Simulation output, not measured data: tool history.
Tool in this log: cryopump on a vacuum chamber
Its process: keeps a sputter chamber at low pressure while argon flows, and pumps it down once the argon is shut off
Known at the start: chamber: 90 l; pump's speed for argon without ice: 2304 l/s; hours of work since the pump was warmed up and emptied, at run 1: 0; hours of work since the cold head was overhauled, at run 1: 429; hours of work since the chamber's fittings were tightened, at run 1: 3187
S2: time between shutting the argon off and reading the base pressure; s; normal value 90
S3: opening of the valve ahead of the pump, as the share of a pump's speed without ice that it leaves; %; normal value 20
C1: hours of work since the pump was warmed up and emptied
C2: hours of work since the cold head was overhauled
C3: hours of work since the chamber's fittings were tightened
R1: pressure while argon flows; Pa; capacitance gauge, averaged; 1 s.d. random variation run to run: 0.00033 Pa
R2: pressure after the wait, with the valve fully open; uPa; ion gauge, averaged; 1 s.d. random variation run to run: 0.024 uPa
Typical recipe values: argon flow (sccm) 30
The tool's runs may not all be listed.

{"run": 1, "hour": 0.0, "argon flow (sccm)": 30, "S2": 90, "S3": 20, "C1": 0, "C2": 429, "C3": 3187, "R1": 0.1107, "R2": 2.22}
{"run": 2, "hour": 64.4, "argon flow (sccm)": 30, "S2": 86, "S3": 20, "C1": 35, "C2": 464, "C3": 3222, "R1": 0.1108, "R2": 2.32}
{"run": 3, "hour": 117.3, "argon flow (sccm)": 30, "S2": 86, "S3": 20, "C1": 63, "C2": 493, "C3": 3250, "R1": 0.1111, "R2": 2.39}
{"run": 4, "hour": 165.1, "argon flow (sccm)": 30, "S2": 86, "S3": 20, "C1": 89, "C2": 518, "C3": 3276, "R1": 0.1114, "R2": 2.34}
{"run": 5, "hour": 225.3, "argon flow (sccm)": 38, "S2": 86, "S3": 20, "C1": 121, "C2": 551, "C3": 3308, "R1": 0.1412, "R2": 2.44}
{"hour": 250.5, "done": "leaking fittings of the chamber tightened, without venting"}
{"run": 6, "hour": 270.1, "argon flow (sccm)": 30, "S2": 90, "S3": 20, "C1": 144, "C2": 574, "C3": 11, "R1": 0.1117, "R2": 0.89}
{"run": 7, "hour": 311.0, "argon flow (sccm)": 30, "S2": 90, "S3": 20, "C1": 166, "C2": 596, "C3": 32, "R1": 0.1116, "R2": 0.87}
{"run": 8, "hour": 360.4, "argon flow (sccm)": 30, "S2": 90, "S3": 20, "C1": 193, "C2": 622, "C3": 59, "R1": 0.1124, "R2": 0.93}
{"run": 9, "hour": 408.5, "argon flow (sccm)": 33, "S2": 250, "S3": 15, "C1": 218, "C2": 648, "C3": 85, "R1": 0.1641, "R2": 0.47}
{"run": 10, "hour": 449.7, "argon flow (sccm)": 33, "S2": 250, "S3": 15, "C1": 241, "C2": 670, "C3": 107, "R1": 0.1636, "R2": 0.46}
{"run": 11, "hour": 533.3, "argon flow (sccm)": 30, "S2": 26, "S3": 49, "C1": 286, "C2": 715, "C3": 152, "R1": 0.0481, "R2": 2.71}
{"run": 12, "hour": 613.7, "argon flow (sccm)": 30, "S2": 148, "S3": 56, "C1": 329, "C2": 758, "C3": 195, "R1": 0.043, "R2": 0.7}
{"run": 13, "hour": 699.6, "argon flow (sccm)": 14, "S2": 90, "S3": 20, "C1": 375, "C2": 804, "C3": 241, "R1": 0.0531, "R2": 1.01}
{"hour": 755.5, "done": "pump warmed up, emptied and cooled again"}
{"run": 14, "hour": 780.3, "argon flow (sccm)": 14, "S2": 90, "S3": 55, "C1": 13, "C2": 845, "C3": 282, "R1": 0.019, "R2": 0.98}
{"run": 15, "hour": 828.9, "argon flow (sccm)": 14, "S2": 118, "S3": 47, "C1": 39, "C2": 871, "C3": 308, "R1": 0.0218, "R2": 0.81}

Below are 4 alternative next runs, each starting from the tool's condition after run 15. Predict each:
{"run": "A", "hour": 882.2, "argon flow (sccm)": 13, "S2": 56, "S3": 41, "C1": 68, "C2": 900, "C3": 337, "R1": "?", "R2": "?"}
{"run": "B", "hour": 882.2, "argon flow (sccm)": 30, "S2": 36, "S3": 20, "C1": 68, "C2": 900, "C3": 337, "R1": "?", "R2": "?"}
{"run": "C", "hour": 882.2, "argon flow (sccm)": 30, "S2": 90, "S3": 35, "C1": 68, "C2": 900, "C3": 337, "R1": "?", "R2": "?"}
{"run": "D", "hour": 882.2, "argon flow (sccm)": 20, "S2": 100, "S3": 16, "C1": 68, "C2": 900, "C3": 337, "R1": "?", "R2": "?"}

run=A R1=0.0239 R2=1.44
run=B R1=0.1113 R2=2.03
run=C R1=0.0642 R2=1.04
run=D R1=0.0918 R2=0.93
The same runs, with their run-to-run variation unchanged, on a tool lacking any hidden condition would have given:
run=A R1=0.0235 R2=1.28
run=B R1=0.1104 R2=1.87
run=C R1=0.0633 R2=0.88
run=D R1=0.0912 R2=0.77
